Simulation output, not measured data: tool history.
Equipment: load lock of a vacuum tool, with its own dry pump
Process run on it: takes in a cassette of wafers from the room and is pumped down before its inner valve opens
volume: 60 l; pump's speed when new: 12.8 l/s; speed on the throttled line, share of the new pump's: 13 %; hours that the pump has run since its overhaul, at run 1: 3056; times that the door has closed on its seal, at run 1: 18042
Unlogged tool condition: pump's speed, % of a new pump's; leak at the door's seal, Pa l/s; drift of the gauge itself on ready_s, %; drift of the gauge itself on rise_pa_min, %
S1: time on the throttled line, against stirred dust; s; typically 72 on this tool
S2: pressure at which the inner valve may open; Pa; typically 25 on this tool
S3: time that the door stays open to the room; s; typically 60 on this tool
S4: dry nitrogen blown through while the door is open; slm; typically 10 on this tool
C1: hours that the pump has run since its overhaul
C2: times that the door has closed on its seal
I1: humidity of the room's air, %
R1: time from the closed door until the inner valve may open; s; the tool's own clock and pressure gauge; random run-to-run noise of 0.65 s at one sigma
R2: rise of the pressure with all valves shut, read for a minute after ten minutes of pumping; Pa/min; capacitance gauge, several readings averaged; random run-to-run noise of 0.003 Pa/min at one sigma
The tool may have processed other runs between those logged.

| run | hour | S1 | S2 | S3 | S4 | C1 | C2 | I1 | R1 | R2 |
|---|---|---|---|---|---|---|---|---|---|---|
| 1 | 0 | 72 | 25 | 60 | 10 | 3056 | 18042 | 43.2 | 103.1 | 0.198 |
| 2 | 277.3 | 72 | 25 | 118 | 10 | 3334 | 18678 | 43.3 | 102.4 | 0.215 |
| 3 | 432.8 | 72 | 25 | 118 | 10 | 3489 | 19036 | 44.7 | 102.5 | 0.224 |
| 4 | 596.1 | 72 | 25 | 118 | 10 | 3653 | 19411 | 45.9 | 103.2 | 0.233 |
| 5 | 903.5 | 72 | 25 | 118 | 10 | 3960 | 20117 | 43.7 | 102.6 | 0.235 |
| 6 | 1095.7 | 40 | 25 | 118 | 10 | 4152 | 20558 | 48.5 | 75.1 | 0.253 |
| 7 | 1432.8 | 40 | 25 | 118 | 10 | 4489 | 21333 | 45.4 | 75.2 | 0.262 |

Estimate the outcome of run 8 from the log above:
| 8 | 1584.1 | 51 | 25 | 118 | 9 | 4641 | 21680 | 43.9 | ? | ? |

{"run 8": {"R1": 84.9, "R2": 0.25}}
Take away the tool's hidden state, keep the run-to-run variation as it was, and the same run would have given R1 83.2 s, R2 0.059 Pa/min.
